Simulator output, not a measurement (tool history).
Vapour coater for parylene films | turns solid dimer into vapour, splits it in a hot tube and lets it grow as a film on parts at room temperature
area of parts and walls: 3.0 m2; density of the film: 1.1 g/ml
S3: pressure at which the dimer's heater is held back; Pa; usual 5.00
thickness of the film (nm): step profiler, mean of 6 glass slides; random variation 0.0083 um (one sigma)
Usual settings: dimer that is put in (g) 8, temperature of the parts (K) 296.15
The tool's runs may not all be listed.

Run 1, day 0.000: usual settings. Result: thickness of the film (nm) 1878.
Run 2, day 1.446: usual settings but temperature of the parts (K) 294.15. Result: thickness of the film (nm) 2037.
At day 3.462: trap's valve overhauled.
Run 3, day 3.642: usual settings but temperature of the parts (K) 288.15. Result: thickness of the film (nm) 2377.
Run 4, day 6.421: usual settings but S3 4.37 Pa. Result: thickness of the film (nm) 1925.
Run 5, day 9.408: usual settings. Result: thickness of the film (nm) 1886.
Run 6, day 11.029: usual settings. Result: thickness of the film (nm) 1890.
Run 7, day 13.958: usual settings. Result: thickness of the film (nm) 1887.
Run 8, day 15.279: usual settings but dimer that is put in (g) 6, temperature of the parts (K) 290.15, S3 3.22 Pa. Result: thickness of the film (nm) 1788.
Run 9, day 17.112: usual settings but dimer that is put in (g) 6, temperature of the parts (K) 290.15, S3 3.22 Pa. Result: thickness of the film (nm) 1784.
Run 10, day 19.296: usual settings but temperature of the parts (K) 291.15, S3 2.77 Pa. Result: thickness of the film (nm) 2376.
Run 11, day 20.954: usual settings but dimer that is put in (g) 9, temperature of the parts (K) 288.15, S3 3.92 Pa. Result: thickness of the film (nm) 2680.

Forecast each of these 3 alternatives for the next run:
Run A, day 23.362: usual settings but dimer that is put in (g) 5, S3 7.00 Pa. Result: thickness of the film (nm) ?.
Run B, day 23.362: usual settings but S3 3.00 Pa. Result: thickness of the film (nm) ?.
Run C, day 23.362: usual settings but dimer that is put in (g) 9, temperature of the parts (K) 288.15, S3 5.14 Pa. Result: thickness of the film (nm) ?.

run  thickness of the film (nm)
  A                        1116
  B                        2013
  C                        2654
Without the tool's hidden state the same runs would have given:
run  thickness of the film (nm)
  A                        1116
  B                        2013
  C                        2657

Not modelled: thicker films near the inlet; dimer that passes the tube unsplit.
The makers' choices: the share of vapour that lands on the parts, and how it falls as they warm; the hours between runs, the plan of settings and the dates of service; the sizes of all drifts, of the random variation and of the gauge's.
